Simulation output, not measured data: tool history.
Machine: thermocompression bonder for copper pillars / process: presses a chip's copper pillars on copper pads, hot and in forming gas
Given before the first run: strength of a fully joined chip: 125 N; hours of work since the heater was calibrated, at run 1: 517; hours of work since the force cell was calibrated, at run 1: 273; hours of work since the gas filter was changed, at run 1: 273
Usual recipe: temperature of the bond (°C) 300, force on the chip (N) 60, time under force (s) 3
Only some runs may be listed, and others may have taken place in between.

run,hour,temperature of the bond (°C),force on the chip (N),time under force (s),hours of work since the heater was calibrated,hours of work since the force cell was calibrated,hours of work since the gas filter was changed,force that shears a chip off (N)
1,0,300,60,3,517,273,273,68.2
2,18.8,301,60,3,526,283,283,68
3,43,301,64,3,539,295,295,73.6
4,63,301,64,3,549,305,305,73.3
5,97.9,311,60,3,567,323,323,74.4
6,126,311,60,3,581,338,338,74.6
7,142.4,300,60,3,590,346,346,68.1
8,180.3,300,60,3,609,366,366,67.8
9,196.4,300,60,3,617,374,374,67.2
10,212.7,300,60,3,626,382,382,67.6
11,230.9,300,60,3,635,391,391,67.5
12,254.1,286,60,3,647,403,403,59.5
13,270.5,286,60,3,655,412,412,59.5
14,307.6,286,60,3,674,431,431,59.2
15,327.5,297,56,7,684,441,441,80.7
16,348.7,300,60,2,695,452,452,59.1
# hour 357.7: heater calibrated with a thermocouple chip
17,384.2,327,36,5,14,469,469,61.4
# hour 391.2: forming gas filter changed
18,417.5,316,86,7,30,486,13,115
19,452.1,316,86,7,48,503,31,114.3
20,488.7,300,49,2,67,522,50,47.7
21,505.3,310,37,3,75,531,58,44.4
22,538.1,328,61,2,92,548,75,75.9
23,566.7,328,61,2,107,562,90,75.9
24,583.8,328,61,3,116,571,99,85.2

4 options for the next run, each taken on its own from the tool as it stands now. Forecast them:
A,618.5,300,51,3,133,589,116,?
B,618.5,300,43,3,133,589,116,?
C,618.5,287,86,2,133,589,116,?
D,618.5,328,37,3,133,589,116,?

run,force that shears a chip off (N)
A,57.6
B,47.4
C,75.2
D,53.5
With no hidden state in the tool, these same runs would have given:
run,force that shears a chip off (N)
A,57.7
B,47.5
C,75.3
D,53.6

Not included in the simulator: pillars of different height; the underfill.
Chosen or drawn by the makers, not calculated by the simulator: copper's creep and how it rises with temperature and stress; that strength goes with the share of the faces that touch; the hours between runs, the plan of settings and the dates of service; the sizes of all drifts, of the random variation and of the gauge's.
